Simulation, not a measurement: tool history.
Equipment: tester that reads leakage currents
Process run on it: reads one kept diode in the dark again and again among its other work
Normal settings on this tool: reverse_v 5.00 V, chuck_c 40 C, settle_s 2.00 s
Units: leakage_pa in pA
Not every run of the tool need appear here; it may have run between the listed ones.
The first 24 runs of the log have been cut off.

run,hour,reverse_v,chuck_c,settle_s,leakage_pa
25,963.9,5.51,46,1.80,974.28
26,1017.4,5.51,46,1.80,979.27
27,1054.4,5.51,46,1.80,976.32
28,1077.9,2.44,25,1.80,123.33
29,1101.6,5.00,25,5.07,170.71
30,1129.3,5.00,50,2.00,1285.42
31,1179.4,2.45,40,2.00,437.55
32,1208.8,3.45,40,2.60,507.36
# hour 1223.4: chuck's temperature calibrated
33,1245.3,3.45,40,2.60,457.27
34,1296.2,5.24,39,2.00,505.92
35,1326.1,5.24,39,2.00,508.87
36,1348.3,16.12,39,2.00,826.48
37,1384.1,1.01,40,0.84,275.74
# hour 1396.6: probe card cleaned and baked
38,1439.0,3.96,27,5.77,158.17
39,1478.2,18.66,50,2.55,2032.17
40,1529.9,18.66,50,2.55,2035.47

Predict each of these 3 candidate next runs independently; none follows another, all start after run 40:
A,1583.3,8.25,50,2.55,?
B,1583.3,5.00,29,2.00,?
C,1583.3,2.95,50,2.55,?

run,leakage_pa
A,1459.66
B,211.49
C,959.50
Without the tool's unlogged condition, the same runs would have read:
run,leakage_pa
A,1438.61
B,207.34
C,946.00
